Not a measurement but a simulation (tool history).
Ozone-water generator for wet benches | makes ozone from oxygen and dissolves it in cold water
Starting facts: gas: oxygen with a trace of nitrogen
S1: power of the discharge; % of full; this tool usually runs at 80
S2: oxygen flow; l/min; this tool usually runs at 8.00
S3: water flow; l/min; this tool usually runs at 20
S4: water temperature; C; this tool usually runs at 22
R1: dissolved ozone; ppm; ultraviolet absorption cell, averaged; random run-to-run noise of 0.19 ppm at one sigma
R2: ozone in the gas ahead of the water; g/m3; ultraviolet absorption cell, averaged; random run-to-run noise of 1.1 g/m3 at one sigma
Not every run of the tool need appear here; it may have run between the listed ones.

run,hour,S1,S2,S3,S4,R1,R2
1,0.0,80,8.00,20,22,27.7,198.5
2,180.2,80,8.00,20,22,27.8,197.6
3,333.4,80,8.00,20,22,27.5,200.5
4,542.9,80,8.00,20,16,31.0,199.2
5,767.1,80,8.00,20,22,27.7,200.7
# hour 811.4: water thermometer calibrated
6,916.7,80,8.00,20,22,27.5,199.6
7,1076.3,80,5.67,20,22,26.9,226.0
8,1195.6,80,5.67,20,22,26.6,226.3
9,1366.3,80,12.09,20,22,28.2,175.5
10,1569.1,83,12.09,20,22,28.2,178.8
11,1702.8,80,8.00,20,19,29.0,200.6
12,1858.5,80,8.00,20,19,28.9,201.2
13,2008.4,80,8.00,20,25,26.2,203.5
14,2213.2,80,8.00,20,25,26.0,202.3
15,2358.0,80,8.00,26,25,22.9,201.5
16,2480.8,80,8.00,26,25,22.4,203.6
17,2578.8,80,8.00,26,25,22.8,202.4
18,2783.0,80,8.00,26,25,23.1,201.1
19,2945.7,80,8.00,26,26,21.8,202.0
20,3081.6,80,8.00,15,28,28.1,201.3
21,3185.0,74,8.00,15,20,31.9,195.1
22,3361.4,74,8.00,15,20,32.1,194.1
23,3541.3,87,8.00,13,20,37.0,212.6
24,3741.7,87,8.00,13,20,37.1,214.3
25,3833.0,87,8.00,13,20,37.1,212.2
26,4043.6,89,8.32,20,22,29.4,211.6
27,4262.4,89,6.64,20,22,28.6,231.3
# hour 4293.4: gauge calibrated
28,4438.1,89,6.64,20,22,28.9,223.4
29,4621.5,90,7.29,27,29,21.6,218.1
30,4738.5,90,7.29,27,21,24.6,218.2
31,4900.9,90,11.38,15,21,34.3,189.5
# hour 4973.5: contactor cleaned
32,5036.0,90,11.38,15,21,33.9,188.3

Forecast each of these 3 alternatives for the next run:
A,5219.1,80,8.28,28,15,?,?
B,5219.1,80,10.83,13,24,?,?
C,5219.1,66,6.05,15,20,?,?

run,R1,R2
A,25.5,197.7
B,31.9,180.9
C,29.6,197.6
What these runs would have given with no unlogged condition in the tool:
run,R1,R2
A,25.6,196.8
B,31.9,180.1
C,29.6,196.7
